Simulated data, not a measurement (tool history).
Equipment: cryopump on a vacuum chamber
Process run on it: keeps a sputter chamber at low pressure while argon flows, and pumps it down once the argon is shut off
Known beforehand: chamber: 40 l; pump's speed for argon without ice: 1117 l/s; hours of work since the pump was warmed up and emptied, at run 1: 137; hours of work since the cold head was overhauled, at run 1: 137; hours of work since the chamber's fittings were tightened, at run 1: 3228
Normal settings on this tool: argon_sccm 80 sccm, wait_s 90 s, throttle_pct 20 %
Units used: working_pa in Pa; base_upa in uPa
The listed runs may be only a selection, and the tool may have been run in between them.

run   hour  argon_sccm  wait_s  throttle_pct  hours of work since the pump was warmed up and emptied  hours of work since the cold head was overhauled  hours of work since the chamber's fittings were tightened  working_pa  base_upa
  1      0          80      90            20                                                     137                                               137                                                       3228       0.612      1.85
  2   15.1          80      90            20                                                     145                                               145                                                       3235      0.6146      1.92
  3   30.5          80      90            20                                                     152                                               152                                                       3243      0.6149       1.9
  4   41.8          80      90            20                                                     158                                               158                                                       3249       0.614      1.93
  5   60.2          80      90            20                                                     167                                               167                                                       3258      0.6076      1.96
  6   78.5          40      90            20                                                     177                                               177                                                       3268      0.3088      1.97
  7   90.4          58      90            20                                                     183                                               183                                                       3274      0.4446      1.86
  8  103.7          58      90            20                                                     190                                               190                                                       3280      0.4474      1.98
  9  122.1          80      90            20                                                     199                                               199                                                       3290      0.6118      1.97
 10  137.2          80      90            20                                                     207                                               207                                                       3297      0.6201         2
 11  150.7          80      90            20                                                     213                                               213                                                       3304      0.6143      1.96
 12  165.4          80      90            20                                                     221                                               221                                                       3312      0.6168      1.97
 13  180.8         107      90            20                                                     229                                               229                                                       3320      0.8295      1.96
 14  197.4          80      90            20                                                     237                                               237                                                       3328      0.6185      2.02
 15    215          80      90            20                                                     246                                               246                                                       3337      0.6162      1.95
 16  232.9          98      89            59                                                     255                                               255                                                       3346       0.268      1.98
 17    245         120      21            15                                                     261                                               261                                                       3352      1.2309      3.59
 18  261.1         120      21            15                                                     269                                               269                                                       3360       1.233       3.6
 19  280.4          64     131            15                                                     279                                               279                                                       3370      0.6577       1.9
 20  292.9          64     131            15                                                     285                                               285                                                       3376      0.6564      1.94

What will run 21 give?
 21  301.6          37     253            20                                                     290                                               290                                                       3381           ?         ?

{"run 21": {"working_pa": 0.2872, "base_upa": 1.74}}
Were there no unlogged condition in the tool, this run, its random variation unchanged, would have produced working_pa 0.2801 Pa, base_upa 0.45 uPa.
